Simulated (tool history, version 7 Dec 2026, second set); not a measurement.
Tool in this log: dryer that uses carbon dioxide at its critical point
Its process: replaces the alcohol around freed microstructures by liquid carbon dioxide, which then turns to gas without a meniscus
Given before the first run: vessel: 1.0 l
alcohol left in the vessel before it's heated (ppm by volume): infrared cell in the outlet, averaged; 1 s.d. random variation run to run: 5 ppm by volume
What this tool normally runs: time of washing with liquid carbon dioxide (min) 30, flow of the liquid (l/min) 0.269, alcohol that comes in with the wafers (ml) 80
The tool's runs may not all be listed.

run   hour  time of washing with liquid carbon dioxide (min)  flow of the liquid (l/min)  alcohol that comes in with the wafers (ml)  alcohol left in the vessel before it's heated (ppm by volume)
  1    0.0                                                30                       0.269                                          80                                                             98
  2   13.8                                                30                       0.269                                          80                                                            105
  3   28.4                                                30                       0.269                                          80                                                            105
  4   43.0                                                30                       0.269                                          80                                                            103
  5   60.4                                                30                       0.269                                          80                                                            109
  6   78.6                                                30                       0.269                                          80                                                            110
  7  102.5                                                30                       0.269                                          80                                                            119
  8  123.0                                                30                       0.269                                          90                                                            126
  9  147.9                                                30                       0.269                                          90                                                            126
 10  161.6                                                30                       0.269                                          90                                                            135
 11  182.0                                                30                       0.269                                          80                                                            130
 12  193.6                                                30                       0.269                                          80                                                            128
 13  207.9                                                30                       0.269                                          80                                                            123
 14  227.7                                                30                       0.269                                          28                                                             66
 15  249.4                                                30                       0.269                                          28                                                             74
 16  268.8                                                30                       0.269                                          28                                                             86
 17  289.0                                                30                       0.269                                          28                                                             80
 18  311.7                                                30                       0.269                                          28                                                             83
 19  333.0                                                30                       0.269                                          70                                                            138
 20  357.0                                                24                       0.248                                          80                                                            635
 21  373.8                                                24                       0.248                                          80                                                            646
 22  398.2                                                24                       0.248                                          80                                                            680
     414.3  -- purifier's bed changed
 23  420.0                                                24                       0.208                                          23                                                            379
 24  442.8                                                24                       0.208                                          23                                                            396
 25  463.3                                                24                       0.208                                          23                                                            409
 26  482.4                                                24                       0.208                                          23                                                            422
 27  500.7                                                24                       0.214                                         102                                                           1698
 28  514.7                                                30                       0.178                                          80                                                           1123
 29  529.0                                                30                       0.178                                          80                                                           1145
 30  549.1                                                25                       0.189                                          80                                                           1867
 31  565.3                                                25                       0.368                                          26                                                             33
 32  590.2                                                25                       0.302                                          42                                                            133
 33  610.4                                                47                       0.231                                          42                                                             15
 34  626.2                                                47                       0.231                                          42                                                             27
 35  651.2                                                47                       0.231                                         102                                                             34
     673.9  -- inlet filter changed
 36  674.1                                                30                       0.272                                          85                                                             52
 37  687.6                                                27                       0.208                                          81                                                            425
 38  706.1                                                30                       0.275                                          27                                                             28

For each run, the measured value with the value that run would have given without the tool's hidden condition subtracted. The run-to-run variation is shared by both, the gauge scatter possibly not:
The tool's hidden condition here consists of: flow that reaches the vessel past the clogged filter, %; alcohol in the recycled carbon dioxide, ppm; drift of the gauge itself on alcohol_ppm, %.
run  alcohol left in the vessel before it's heated (ppm by volume)
  1                                                            +56
  2                                                            +58
  3                                                            +61
  4                                                            +62
  5                                                            +62
  6                                                            +65
  7                                                            +70
  8                                                            +79
  9                                                            +82
 10                                                            +83
 11                                                            +84
 12                                                            +84
 13                                                            +85
 14                                                            +57
 15                                                            +58
 16                                                            +62
 17                                                            +62
 18                                                            +65
 19                                                           +101
 20                                                           +352
 21                                                           +362
 22                                                           +387
 23                                                           +188
 24                                                           +201
 25                                                           +206
 26                                                           +220
 27                                                           +908
 28                                                           +622
 29                                                           +642
 30                                                           +984
 31                                                            +22
 32                                                            +92
 33                                                            +15
 34                                                            +17
 35                                                            +31
 36                                                            +12
 37                                                            +26
 38                                                            +13
